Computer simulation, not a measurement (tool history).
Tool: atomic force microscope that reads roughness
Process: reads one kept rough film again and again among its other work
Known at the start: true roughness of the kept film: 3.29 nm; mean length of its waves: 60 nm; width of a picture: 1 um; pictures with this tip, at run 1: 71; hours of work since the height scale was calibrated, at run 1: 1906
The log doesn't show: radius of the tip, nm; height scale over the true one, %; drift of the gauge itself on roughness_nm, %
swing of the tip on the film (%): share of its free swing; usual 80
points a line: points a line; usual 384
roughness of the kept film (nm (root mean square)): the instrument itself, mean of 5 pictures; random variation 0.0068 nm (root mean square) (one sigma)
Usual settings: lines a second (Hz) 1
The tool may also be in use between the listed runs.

run    hour  lines a second (Hz)  swing of the tip on the film (%)  points a line  pictures with this tip  hours of work since the height scale was calibrated  roughness of the kept film (nm (root mean square))
  1       0                    1                                80            384                      71                                                 1906                                               3.045
  2    62.5                    1                                80            384                     161                                                 1953                                               3.016
  3    99.9                    1                                80            384                     215                                                 1981                                               3.012
  4   136.7                    1                                80            384                     268                                                 2009                                               2.997
      170.7  -- new tip fitted
  5   180.4                    1                                80            384                      14                                                 2041                                               3.047
  6   218.2                    1                                80            330                      69                                                 2069                                                3.03
  7   262.2                 0.74                                80            384                     132                                                 2102                                               3.089
  8   313.7                 0.74                                80            384                     206                                                 2141                                               3.075
  9   381.7                 0.74                                80            384                     304                                                 2192                                               3.042
        389  -- new tip fitted
 10   443.8                 0.74                                80            376                      79                                                 2238                                                3.11
      463.3  -- height scale calibrated on a step standard
 11   483.7                 0.74                                80            376                     135                                                   15                                               3.119
 12   516.9                    1                                71            384                     183                                                   40                                               3.138
 13   557.5                    1                                71            384                     241                                                   70                                               3.122
 14   605.8                    1                                71            384                     311                                                  107                                               3.113
      611.9  -- new tip fitted
      634.5  -- height scale calibrated on a step standard, once more
 15   635.4                    1                                80            317                      33                                                    1                                                2.98
 16   663.2                    1                                62            384                      73                                                   21                                               3.117
 17   718.5                 1.27                                62            384                     152                                                   63                                               3.083
 18   755.5                 1.27                                62            384                     206                                                   91                                                3.09
 19   815.7                 1.27                                62            384                     292                                                  136                                               3.068
      833.5  -- new tip fitted
 20   881.4                 1.27                                62            384                      69                                                  184                                               3.115
 21   910.9                    1                                80            384                     112                                                  207                                               2.975
 22   976.4                    1                                66            384                     206                                                  256                                               3.079
 23  1007.3                 0.52                                66            384                     251                                                  279                                               3.125
     1052.8  -- new tip fitted
 24  1062.8                 1.92                                70            378                      14                                                  320                                               2.983
 25  1090.7                 2.72                                70            298                      54                                                  341                                               2.865
 26  1125.8                 2.72                                69            900                     105                                                  367                                               2.874
 27  1185.5                 0.52                                80            384                     191                                                  412                                               3.065
 28  1214.1                 2.03                                77            516                     232                                                  433                                               2.808
     1270.8  -- new tip fitted
 29  1283.2                 2.03                                77            516                      18                                                  484                                                2.84
 30  1321.1                 1.07                                58            873                      73                                                  513                                               3.162
 31  1355.3                 2.01                                58            532                     122                                                  538                                               3.086

The next listed run, before its measurement:
 32  1387.7                 0.52                                69            624                     169                                                  563                                                   ?

{"run 32": {"roughness of the kept film (nm (root mean square))": 3.149}}
Without the tool's hidden state the same run would have given roughness of the kept film (nm (root mean square)) 3.157.
